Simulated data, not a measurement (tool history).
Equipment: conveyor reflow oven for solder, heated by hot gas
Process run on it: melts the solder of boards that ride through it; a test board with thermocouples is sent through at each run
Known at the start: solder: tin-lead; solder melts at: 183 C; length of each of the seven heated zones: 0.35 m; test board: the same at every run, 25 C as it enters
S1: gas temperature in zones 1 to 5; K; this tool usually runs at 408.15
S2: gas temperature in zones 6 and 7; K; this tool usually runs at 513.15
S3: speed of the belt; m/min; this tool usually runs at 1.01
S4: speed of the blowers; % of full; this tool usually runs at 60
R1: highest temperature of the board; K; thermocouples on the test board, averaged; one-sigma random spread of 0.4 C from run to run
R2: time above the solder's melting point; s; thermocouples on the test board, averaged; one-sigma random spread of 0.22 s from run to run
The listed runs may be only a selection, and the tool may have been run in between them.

run,hour,S1,S2,S3,S4,R1,R2
1,0,408.15,513.15,1.01,60,486.25,28.2
2,14.9,408.15,513.15,1.01,85,496.15,32.9
3,33.4,408.15,513.15,1.01,85,496.05,32.6
4,69.8,408.15,513.15,1.01,85,495.15,32.5
5,100.2,408.15,513.15,1.01,85,495.25,32.6
6,121.1,408.15,513.15,1.07,60,483.55,25.2
7,149.3,408.15,513.15,1.01,60,485.95,27.7
8,174.2,408.15,513.15,1.01,60,486.85,27.8
9,202,408.15,513.15,1.01,60,485.75,28.4
10,218.4,408.15,513.15,1.01,60,485.35,27.5
11,250.6,408.15,513.15,1.01,60,485.75,27.9
12,282.1,408.15,513.15,1.01,60,485.75,27.9
13,300.9,408.15,513.15,1.01,60,485.85,27.4
14,323.1,411.15,513.15,1.1,60,482.15,24.4
15,340.6,411.15,509.15,1.1,70,484.15,24.9
16,366.5,398.15,524.15,0.94,63,496.25,34.1
17,381.5,399.15,504.15,1.01,60,475.95,20.1
18,409.9,415.15,504.15,1.01,60,479.15,26.4
19,425.7,405.15,523.15,0.85,54,497.95,39.3
20,454,405.15,523.15,0.85,54,497.95,38.9
21,470.9,395.15,516.15,0.97,77,492.75,30.6
22,494.6,397.15,512.15,1.15,55,472.15,14.2
23,517.6,397.15,512.15,1.15,55,472.95,14.1
24,533.1,423.15,512.15,1.11,69,487.65,29
25,552.7,408.15,519.15,1.01,74,495.05,32.6
# hour 559.8: flux residue cleaned out of gas plates and filters
26,580.6,395.15,519.15,1.01,74,495.45,31.1

5 options for the next run, each taken on its own from the tool as it stands now. Forecast them:
A,613.4,422.15,519.15,1.01,60,?,?
B,613.4,404.15,513.15,1.01,90,?,?
C,613.4,396.15,519.15,0.92,74,?,?
D,613.4,422.15,516.15,1.01,60,?,?
E,613.4,398.15,514.15,1.01,60,?,?

run,R1,R2
A,495.35,35.2
B,496.65,32.9
C,499.15,35.2
D,493.55,34.6
E,485.55,26.1
Without the tool's hidden state the same runs would have given:
run,R1,R2
A,495.95,35
B,497.45,32.8
C,499.85,35.1
D,494.05,34.5
E,486.15,26.1
